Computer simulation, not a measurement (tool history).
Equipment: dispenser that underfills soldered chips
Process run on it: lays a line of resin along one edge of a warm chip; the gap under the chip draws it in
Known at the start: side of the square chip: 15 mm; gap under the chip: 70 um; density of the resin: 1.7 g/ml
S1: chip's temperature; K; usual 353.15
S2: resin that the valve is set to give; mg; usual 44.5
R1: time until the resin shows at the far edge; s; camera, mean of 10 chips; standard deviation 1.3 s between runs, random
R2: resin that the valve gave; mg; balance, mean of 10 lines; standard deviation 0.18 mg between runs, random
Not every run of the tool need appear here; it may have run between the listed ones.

Run 1, hour 0: usual settings. Result: R1 138.1 s, R2 42.6 mg.
Run 2, hour 5.5: usual settings. Result: R1 133.4 s, R2 42.4 mg.
Run 3, hour 7.9: usual settings but S1 359.15 K. Result: R1 94.4 s, R2 42.03 mg.
Run 4, hour 13: usual settings but S1 359.15 K. Result: R1 105.7 s, R2 42.29 mg.
Run 5, hour 16.4: usual settings. Result: R1 121.4 s, R2 42.06 mg.
Run 6, hour 19.3: usual settings. Result: R1 131.5 s, R2 41.76 mg.
Run 7, hour 21.9: usual settings but S2 54.3 mg. Result: R1 115.7 s, R2 51.3 mg.
Run 8, hour 24.6: usual settings. Result: R1 127.8 s, R2 41.64 mg.
Run 9, hour 27.6: usual settings but S2 43.9 mg. Result: R1 135.2 s, R2 41.15 mg.
Run 10, hour 30.6: usual settings but S2 43.9 mg. Result: R1 122.8 s, R2 41.25 mg.
Run 11, hour 34.2: usual settings but S2 43.9 mg. Result: R1 135.7 s, R2 41.04 mg.
Run 12, hour 37.7: usual settings but S2 43.9 mg. Result: R1 125.3 s, R2 41.14 mg.
Run 13, hour 42.4: usual settings but S2 47.4 mg. Result: R1 136.8 s, R2 44.01 mg.
Run 14, hour 46.3: usual settings but S2 46.6 mg. Result: R1 125.6 s, R2 43.25 mg.
Run 15, hour 50.7: usual settings but S2 46.6 mg. Result: R1 116.4 s, R2 43.44 mg.
Run 16, hour 53.7: usual settings but S1 361.15 K. Result: R1 90.7 s, R2 41.45 mg.
Run 17, hour 57.3: usual settings but S1 361.15 K. Result: R1 98.1 s, R2 41.06 mg.
Run 18, hour 60.7: usual settings but S1 355.15 K. Result: R1 119 s, R2 40.93 mg.
Run 19, hour 64.3: usual settings but S1 357.15 K, S2 55.6 mg. Result: R1 117.4 s, R2 51.19 mg.
Run 20, hour 67.6: usual settings but S1 351.15 K, S2 39.4 mg. Result: R1 135.9 s, R2 36.31 mg.
Run 21, hour 70.2: usual settings but S1 351.15 K, S2 39.4 mg. Result: R1 144 s, R2 35.9 mg.
Run 22, hour 73.5: usual settings but S1 351.15 K, S2 38.1 mg. Result: R1 137.7 s, R2 34.89 mg.
Run 23, hour 76.3: usual settings but S1 351.15 K, S2 38.1 mg. Result: R1 148.6 s, R2 34.94 mg.
Run 24, hour 80.8: usual settings but S1 346.15 K, S2 43.3 mg. Result: R1 169.7 s, R2 39.7 mg.
Run 25, hour 84.8: usual settings but S1 341.15 K, S2 50.2 mg. Result: R1 225.5 s, R2 45.78 mg.
Run 26, hour 88.1: usual settings but S1 363.15 K, S2 43.3 mg. Result: R1 81.9 s, R2 39.37 mg.
Run 27, hour 92.4: usual settings but S1 363.15 K, S2 43.3 mg. Result: R1 89.5 s, R2 39.19 mg.
Run 28, hour 95.9: usual settings but S1 348.15 K, S2 51.1 mg. Result: R1 145.6 s, R2 50.92 mg.
Run 29, hour 98.6: usual settings but S1 348.15 K, S2 51.1 mg. Result: R1 158.6 s, R2 50.64 mg.
Run 30, hour 103.1: usual settings but S1 345.15 K, S2 48.8 mg. Result: R1 168 s, R2 48.19 mg.
Run 31, hour 106.7: usual settings but S1 342.15 K, S2 49.5 mg. Result: R1 210.8 s, R2 48.82 mg.
Run 32, hour 110.6: usual settings but S1 349.15 K, S2 43 mg. Result: R1 139.3 s, R2 42.66 mg.
Run 33, hour 115: usual settings but S1 343.15 K, S2 43.4 mg. Result: R1 207.1 s, R2 42.58 mg.
Run 34, hour 119.2: usual settings but S1 354.15 K. Result: R1 120.3 s, R2 43.54 mg.
Run 35, hour 121.7: usual settings but S1 352.15 K. Result: R1 138.4 s, R2 43.76 mg.
Run 36, hour 125.7: usual settings but S1 352.15 K. Result: R1 129 s, R2 43.41 mg.

Not shown here: 19 entries made in the log between runs. Locate each between two listed runs and compare the hidden state at the listed run before it with the hidden state at the listed run after it:
From run 1 to run 2: new syringe of resin (hour 0.7)
  resin's viscosity, % of fresh resin's: 116.5 -> 113.5; dose that the valve gives, % of what is set: 95.54 -> 95.24; true chip temperature over the reading, C: 0.73 -> 0.75
  measured result minus the result with no hidden state, R1: +16.5 -> +12.6 s; R2: -1.99 -> -2.12 mg
From run 2 to run 3: new syringe of resin (hour 7.7)
  resin's viscosity, % of fresh resin's: 113.5 -> 100.4; dose that the valve gives, % of what is set: 95.24 -> 95.13; true chip temperature over the reading, C: 0.75 -> 0.76
  measured result minus the result with no hidden state, R1: +12.6 -> -2.1 s; R2: -2.12 -> -2.16 mg
From run 4 to run 5: new syringe of resin (hour 14.9)
  resin's viscosity, % of fresh resin's: 113.6 -> 103.8; dose that the valve gives, % of what is set: 94.83 -> 94.65; true chip temperature over the reading, C: 0.79 -> 0.8
  measured result minus the result with no hidden state, R1: +10 -> +1 s; R2: -2.3 -> -2.38 mg
From run 6 to run 7: new syringe of resin (hour 21.9)
  resin's viscosity, % of fresh resin's: 111.3 -> 99.1; dose that the valve gives, % of what is set: 94.48 -> 94.35; true chip temperature over the reading, C: 0.82 -> 0.83
  measured result minus the result with no hidden state, R1: +9.9 -> -5 s; R2: -2.44 -> -3.08 mg
From run 9 to run 10: new syringe of resin (hour 29.2)
  resin's viscosity, % of fresh resin's: 113.8 -> 104.1; dose that the valve gives, % of what is set: 94.05 -> 93.9; true chip temperature over the reading, C: 0.85 -> 0.87
  measured result minus the result with no hidden state, R1: +12.8 -> +1.3 s; R2: -2.61 -> -2.68 mg
From run 11 to run 12: new syringe of resin (hour 36.4)
  resin's viscosity, % of fresh resin's: 113.7 -> 105; dose that the valve gives, % of what is set: 93.7 -> 93.51; true chip temperature over the reading, C: 0.88 -> 0.9
  measured result minus the result with no hidden state, R1: +12.6 -> +2.3 s; R2: -2.76 -> -2.86 mg
From run 13 to run 14: new syringe of resin (hour 43.6)
  resin's viscosity, % of fresh resin's: 117.8 -> 106; dose that the valve gives, % of what is set: 93.25 -> 93.05; true chip temperature over the reading, C: 0.92 -> 0.94
  measured result minus the result with no hidden state, R1: +16.7 -> +3 s; R2: -3.18 -> -3.23 mg
From run 14 to run 15: new syringe of resin (hour 50.7)
  resin's viscosity, % of fresh resin's: 106 -> 98; dose that the valve gives, % of what is set: 93.05 -> 92.82; true chip temperature over the reading, C: 0.94 -> 0.96
  measured result minus the result with no hidden state, R1: +3 -> -6.5 s; R2: -3.23 -> -3.36 mg
From run 17 to run 18: new syringe of resin (hour 57.8)
  resin's viscosity, % of fresh resin's: 115 -> 109; dose that the valve gives, % of what is set: 92.45 -> 92.27; true chip temperature over the reading, C: 0.99 -> 1.01
  measured result minus the result with no hidden state, R1: +10.1 -> +6.1 s; R2: -3.35 -> -3.43 mg
From run 19 to run 20: new syringe of resin (hour 65)
  resin's viscosity, % of fresh resin's: 118.9 -> 103.6; dose that the valve gives, % of what is set: 92.07 -> 91.91; true chip temperature over the reading, C: 1.02 -> 1.04
  measured result minus the result with no hidden state, R1: +14.5 -> +1.1 s; R2: -4.41 -> -3.19 mg
From run 21 to run 22: new syringe of resin (hour 72.2)
  resin's viscosity, % of fresh resin's: 110.6 -> 102.8; dose that the valve gives, % of what is set: 91.77 -> 91.61; true chip temperature over the reading, C: 1.05 -> 1.06
  measured result minus the result with no hidden state, R1: +10.2 -> +0.4 s; R2: -3.22 -> -3.2 mg
From run 23 to run 24: new syringe of resin (hour 79.3)
  resin's viscosity, % of fresh resin's: 109.9 -> 104.7; dose that the valve gives, % of what is set: 91.46 -> 91.25; true chip temperature over the reading, C: 1.08 -> 1.1
  measured result minus the result with no hidden state, R1: +10 -> +1.7 s; R2: -3.26 -> -3.81 mg
From run 25 to run 26: new syringe of resin (hour 86.6)
  resin's viscosity, % of fresh resin's: 115.4 -> 104.8; dose that the valve gives, % of what is set: 91.03 -> 90.87; true chip temperature over the reading, C: 1.11 -> 1.13
  measured result minus the result with no hidden state, R1: +21 -> +1.2 s; R2: -4.5 -> -3.97 mg
From run 27 to run 28: new syringe of resin (hour 93.9); dispensing valve cleaned and set on the balance (hour 95.9)
  resin's viscosity, % of fresh resin's: 116.6 -> 103; dose that the valve gives, % of what is set: 90.62 -> 99.47; true chip temperature over the reading, C: 1.15 -> 1.16
  measured result minus the result with no hidden state, R1: +10.2 -> -3.2 s; R2: -4.06 -> -0.27 mg
From run 29 to run 30: new syringe of resin (hour 102)
  resin's viscosity, % of fresh resin's: 109.9 -> 102.6; dose that the valve gives, % of what is set: 99.33 -> 99.08; true chip temperature over the reading, C: 1.17 -> 1.19
  measured result minus the result with no hidden state, R1: +6.7 -> -4.6 s; R2: -0.34 -> -0.44 mg
From run 31 to run 32: new syringe of resin (hour 109.1)
  resin's viscosity, % of fresh resin's: 111.9 -> 103.1; dose that the valve gives, % of what is set: 98.9 -> 98.69; true chip temperature over the reading, C: 1.21 -> 1.22
  measured result minus the result with no hidden state, R1: +11.8 -> -3.2 s; R2: -0.55 -> -0.56 mg
From run 33 to run 34: new syringe of resin (hour 116.3)
  resin's viscosity, % of fresh resin's: 114.7 -> 108.1; dose that the valve gives, % of what is set: 98.45 -> 98.24; true chip temperature over the reading, C: 1.24 -> 1.26
  measured result minus the result with no hidden state, R1: +16.4 -> +3.1 s; R2: -0.67 -> -0.78 mg
From run 35 to run 36: new syringe of resin (hour 123.6)
  resin's viscosity, % of fresh resin's: 115 -> 105.9; dose that the valve gives, % of what is set: 98.1 -> 97.89; true chip temperature over the reading, C: 1.27 -> 1.29
  measured result minus the result with no hidden state, R1: +11.5 -> +0.4 s; R2: -0.85 -> -0.93 mg

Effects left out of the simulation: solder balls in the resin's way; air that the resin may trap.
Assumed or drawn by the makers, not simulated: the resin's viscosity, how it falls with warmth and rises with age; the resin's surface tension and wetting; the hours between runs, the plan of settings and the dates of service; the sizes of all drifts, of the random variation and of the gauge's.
